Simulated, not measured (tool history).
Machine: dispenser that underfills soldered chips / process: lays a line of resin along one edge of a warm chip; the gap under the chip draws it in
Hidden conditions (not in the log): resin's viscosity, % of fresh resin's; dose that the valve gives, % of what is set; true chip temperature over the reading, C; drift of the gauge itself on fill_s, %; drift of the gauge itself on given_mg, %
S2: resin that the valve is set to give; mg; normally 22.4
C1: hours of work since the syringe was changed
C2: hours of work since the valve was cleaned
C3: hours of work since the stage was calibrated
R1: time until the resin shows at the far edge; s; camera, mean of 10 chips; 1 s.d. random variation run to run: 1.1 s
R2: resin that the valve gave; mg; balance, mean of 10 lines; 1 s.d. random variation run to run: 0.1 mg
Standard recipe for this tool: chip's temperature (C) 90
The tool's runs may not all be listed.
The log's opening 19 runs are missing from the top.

{"hour": 194.3, "done": "dispensing valve cleaned and set on the balance"}
{"hour": 198.6, "done": "new syringe of resin"}
{"run": 20, "hour": 199.5, "chip's temperature (C)": 82, "S2": 22.4, "C1": 1, "C2": 3, "C3": 161, "R1": 149.7, "R2": 22.28}
{"run": 21, "hour": 212.7, "chip's temperature (C)": 99, "S2": 24.9, "C1": 9, "C2": 11, "C3": 169, "R1": 125.9, "R2": 24.58}
{"hour": 218.2, "done": "new syringe of resin"}
{"run": 22, "hour": 219.0, "chip's temperature (C)": 90, "S2": 22.4, "C1": 0, "C2": 15, "C3": 173, "R1": 97.7, "R2": 21.86}
{"run": 23, "hour": 227.3, "chip's temperature (C)": 90, "S2": 22.4, "C1": 6, "C2": 20, "C3": 178, "R1": 150.4, "R2": 21.86}
{"hour": 237.8, "done": "new syringe of resin"}
{"run": 24, "hour": 240.3, "chip's temperature (C)": 80, "S2": 20.9, "C1": 2, "C2": 28, "C3": 186, "R1": 177.5, "R2": 20.34}
{"run": 25, "hour": 253.6, "chip's temperature (C)": 80, "S2": 20.9, "C1": 10, "C2": 36, "C3": 194, "R1": 347.5, "R2": 20.11}
{"hour": 257.6, "done": "new syringe of resin"}
{"run": 26, "hour": 263.8, "chip's temperature (C)": 97, "S2": 19.3, "C1": 4, "C2": 42, "C3": 200, "R1": 96.9, "R2": 18.56}
{"run": 27, "hour": 269.6, "chip's temperature (C)": 97, "S2": 19.3, "C1": 7, "C2": 45, "C3": 203, "R1": 126.1, "R2": 18.53}
{"hour": 277.3, "done": "new syringe of resin"}
{"run": 28, "hour": 281.2, "chip's temperature (C)": 97, "S2": 19.3, "C1": 2, "C2": 52, "C3": 210, "R1": 87.9, "R2": 18.26}
{"run": 29, "hour": 294.0, "chip's temperature (C)": 82, "S2": 19.3, "C1": 10, "C2": 60, "C3": 218, "R1": 343.2, "R2": 18.13}
{"hour": 296.8, "done": "new syringe of resin"}
{"run": 30, "hour": 300.3, "chip's temperature (C)": 82, "S2": 19.3, "C1": 2, "C2": 64, "C3": 222, "R1": 171.2, "R2": 18.09}
{"run": 31, "hour": 308.0, "chip's temperature (C)": 82, "S2": 22.2, "C1": 7, "C2": 68, "C3": 227, "R1": 246.1, "R2": 20.63}
{"hour": 316.7, "done": "new syringe of resin"}
{"run": 32, "hour": 318.2, "chip's temperature (C)": 99, "S2": 26.4, "C1": 1, "C2": 75, "C3": 233, "R1": 65.9, "R2": 24.51}
{"run": 33, "hour": 331.4, "chip's temperature (C)": 103, "S2": 22.4, "C1": 9, "C2": 83, "C3": 241, "R1": 107.4, "R2": 20.64}
{"hour": 337.2, "done": "new syringe of resin"}
{"run": 34, "hour": 338.0, "chip's temperature (C)": 95, "S2": 19.8, "C1": 0, "C2": 86, "C3": 245, "R1": 78.3, "R2": 18.02}
{"run": 35, "hour": 351.9, "chip's temperature (C)": 104, "S2": 20.6, "C1": 9, "C2": 95, "C3": 253, "R1": 104.2, "R2": 18.82}

Each row is a separate what-if for the run after 35, all from the same tool condition, not one after another. Results?
{"hour": 356.8, "done": "new syringe of resin"}
{"hour": 359.0, "done": "dispensing valve cleaned and set on the balance"}
{"run": "A", "hour": 364.8, "chip's temperature (C)": 77, "S2": 27.4, "C1": 4, "C2": 4, "C3": 260, "R1": "?", "R2": "?"}
{"hour": 356.8, "done": "new syringe of resin"}
{"hour": 359.0, "done": "dispensing valve cleaned and set on the balance"}
{"run": "B", "hour": 364.8, "chip's temperature (C)": 86, "S2": 20.6, "C1": 4, "C2": 4, "C3": 260, "R1": "?", "R2": "?"}
{"hour": 356.8, "done": "new syringe of resin"}
{"hour": 359.0, "done": "dispensing valve cleaned and set on the balance"}
{"run": "C", "hour": 364.8, "chip's temperature (C)": 104, "S2": 19.1, "C1": 4, "C2": 4, "C3": 260, "R1": "?", "R2": "?"}

run=A R1=253.7 R2=27.15
run=B R1=159.8 R2=20.52
run=C R1=71.4 R2=19.14
The same runs, with their run-to-run variation unchanged, on a tool lacking any hidden condition would have given:
run=A R1=195.8 R2=27.25
run=B R1=122.7 R2=20.59
run=C R1=54.4 R2=19.21
